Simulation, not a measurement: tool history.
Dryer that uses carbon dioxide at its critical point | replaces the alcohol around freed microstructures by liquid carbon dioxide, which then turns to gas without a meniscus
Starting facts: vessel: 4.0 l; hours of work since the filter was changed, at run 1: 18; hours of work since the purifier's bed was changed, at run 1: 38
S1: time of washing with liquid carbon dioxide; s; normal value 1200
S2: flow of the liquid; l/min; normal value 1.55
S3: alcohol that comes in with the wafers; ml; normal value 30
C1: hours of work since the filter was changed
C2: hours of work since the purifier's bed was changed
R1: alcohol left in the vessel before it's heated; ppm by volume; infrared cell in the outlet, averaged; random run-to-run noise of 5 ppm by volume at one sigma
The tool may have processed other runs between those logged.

{"run": 1, "hour": 0.0, "S1": 1200, "S2": 1.55, "S3": 30, "C1": 18, "C2": 38, "R1": 39}
{"run": 2, "hour": 17.3, "S1": 1200, "S2": 1.63, "S3": 30, "C1": 31, "C2": 51, "R1": 36}
{"run": 3, "hour": 28.7, "S1": 1200, "S2": 1.63, "S3": 30, "C1": 40, "C2": 60, "R1": 28}
{"run": 4, "hour": 43.6, "S1": 1200, "S2": 1.63, "S3": 24, "C1": 51, "C2": 71, "R1": 27}
{"run": 5, "hour": 56.6, "S1": 1200, "S2": 1.63, "S3": 24, "C1": 61, "C2": 81, "R1": 37}
{"run": 6, "hour": 73.1, "S1": 1200, "S2": 1.63, "S3": 24, "C1": 74, "C2": 94, "R1": 45}
{"run": 7, "hour": 90.5, "S1": 1200, "S2": 1.63, "S3": 24, "C1": 87, "C2": 107, "R1": 42}
{"run": 8, "hour": 101.8, "S1": 1200, "S2": 1.63, "S3": 24, "C1": 96, "C2": 116, "R1": 41}
{"run": 9, "hour": 115.6, "S1": 1020, "S2": 1.65, "S3": 83, "C1": 106, "C2": 127, "R1": 184}
{"run": 10, "hour": 130.7, "S1": 1080, "S2": 1.71, "S3": 76, "C1": 118, "C2": 138, "R1": 126}
{"run": 11, "hour": 140.1, "S1": 1200, "S2": 1.34, "S3": 79, "C1": 125, "C2": 145, "R1": 227}
{"run": 12, "hour": 154.3, "S1": 1200, "S2": 1.55, "S3": 26, "C1": 136, "C2": 156, "R1": 68}
{"run": 13, "hour": 163.7, "S1": 1200, "S2": 1.55, "S3": 26, "C1": 143, "C2": 163, "R1": 57}
{"run": 14, "hour": 177.3, "S1": 1200, "S2": 1.55, "S3": 26, "C1": 153, "C2": 174, "R1": 75}

Each row is a separate what-if for the run after 14, all from the same tool condition, not one after another. Results?
{"run": "A", "hour": 186.7, "S1": 1200, "S2": 1.42, "S3": 34, "C1": 161, "C2": 181, "R1": "?"}
{"run": "B", "hour": 186.7, "S1": 1140, "S2": 1.21, "S3": 71, "C1": 161, "C2": 181, "R1": "?"}
{"run": "C", "hour": 186.7, "S1": 1200, "S2": 2.1, "S3": 59, "C1": 161, "C2": 181, "R1": "?"}
{"run": "D", "hour": 186.7, "S1": 1200, "S2": 1.57, "S3": 26, "C1": 161, "C2": 181, "R1": "?"}

run=A R1=111
run=B R1=399
run=C R1=50
run=D R1=65
Had the tool no hidden state, the same runs would have come out as:
run=A R1=48
run=B R1=231
run=C R1=10
run=D R1=17

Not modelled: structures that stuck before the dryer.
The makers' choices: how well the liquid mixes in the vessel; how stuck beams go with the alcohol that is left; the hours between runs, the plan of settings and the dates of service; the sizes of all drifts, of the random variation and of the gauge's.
